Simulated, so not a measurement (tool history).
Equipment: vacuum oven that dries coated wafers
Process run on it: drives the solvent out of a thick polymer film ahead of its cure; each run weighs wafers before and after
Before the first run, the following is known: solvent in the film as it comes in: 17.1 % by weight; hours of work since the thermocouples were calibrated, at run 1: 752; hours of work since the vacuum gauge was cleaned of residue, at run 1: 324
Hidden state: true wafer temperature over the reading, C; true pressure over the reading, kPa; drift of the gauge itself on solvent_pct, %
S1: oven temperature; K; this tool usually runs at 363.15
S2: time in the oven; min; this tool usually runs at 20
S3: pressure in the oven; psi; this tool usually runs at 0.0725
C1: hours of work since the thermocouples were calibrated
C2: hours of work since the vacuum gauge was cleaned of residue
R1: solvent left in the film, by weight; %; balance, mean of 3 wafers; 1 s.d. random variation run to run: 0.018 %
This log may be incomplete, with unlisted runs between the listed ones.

run   hour      S1  S2      S3    C1   C2    R1
  1      0  363.15  20  0.0725   752  324  3.84
  2    9.9  374.15  20  0.0725   759  331  1.97
  3   20.8  374.15  20  0.0725   766  339  1.99
  4   29.1  363.15  20  0.1884   772  345  4.35
  5   41.1  363.15  20  0.1237   781  353  4.09
  6   49.3  363.15  20  0.1237   786  359  4.06
  7   60.6  363.15  20  0.1237   794  367  4.07
  8   72.1  364.15  20  0.1237   802  375  3.88
  9   82.3  364.15  20  0.1237   809  382  3.88
 10     94  364.15  20  0.1237   817  390  3.85
 11  101.4  372.15  20  0.0725   823  395  2.27
 12  109.9  372.15  20  0.0725   828  401  2.26
 13  116.7  363.15  20  0.1861   833  406  4.31
 14  123.6  366.15  20  0.0725   838  410   3.3
 15  135.7  366.15  20  0.0725   846  419  3.28
 16  146.4  363.15  15  0.0725   854  426  5.25
 17    154  363.15  15  0.0725   859  431  5.23
 18  167.1  363.15  17  0.0725   868  441  4.64
 19  178.6  363.15  17  0.0725   876  449  4.63
 20  189.2  363.15  17  0.0725   884  456  4.62
 21  196.6  363.15  17  0.0725   889  461  4.62
 22  209.6  369.15  17  0.0714   898  470  3.43
 23  222.6  356.15  10    0.16   907  479  8.83
 24  229.9  356.15  10    0.16   912  484  8.88
 25  241.1  358.15  20  0.0395   920  492  4.73
 26  248.5  358.15  34  0.0592   925  497  2.48
 27  262.6  373.15  33  0.1136   935  507  0.91
 28  272.6  373.15  33  0.1136   942  514  0.94
 29  279.6  373.15  33  0.2725   947  519  1.49
 30    290  363.15  20  0.0725   954  526  3.84
 31    297  355.15  17  0.2632   959  531  7.17
 32  304.7  355.15  27  0.0448   964  536  3.93
 33  312.8  365.15  24  0.1653   970  542  3.06
 34  324.3  365.15  24   0.059   978  550   2.6
 35  333.7  366.15  24   0.059   984  556  2.44
 36  346.8  354.15  26   0.059   993  566  4.37
 37  358.8  354.15  17  0.2896  1002  574  7.54
 38  368.3  370.15  17  0.0862  1008  581  3.29
 39  380.9  363.15  20  0.0943  1017  589  3.93

Here are 5 independent what-if runs from the current tool condition. What would each one return?
  A  388.2  357.15  11   0.048  1022  594   ?
  B  388.2  363.15  29  0.0554  1022  594   ?
  C  388.2  363.15  23  0.0943  1022  594   ?
  D  388.2  363.15  20  0.1429  1022  594   ?
  E  388.2  363.15  29  0.1797  1022  594   ?

run    R1
  A  7.87
  B  2.18
  C   3.3
  D  4.12
  E  2.73
Take away the tool's hidden state, keep each run's random variation, and the runs would have read:
run    R1
  A  8.01
  B  2.28
  C  3.43
  D  4.27
  E  2.84
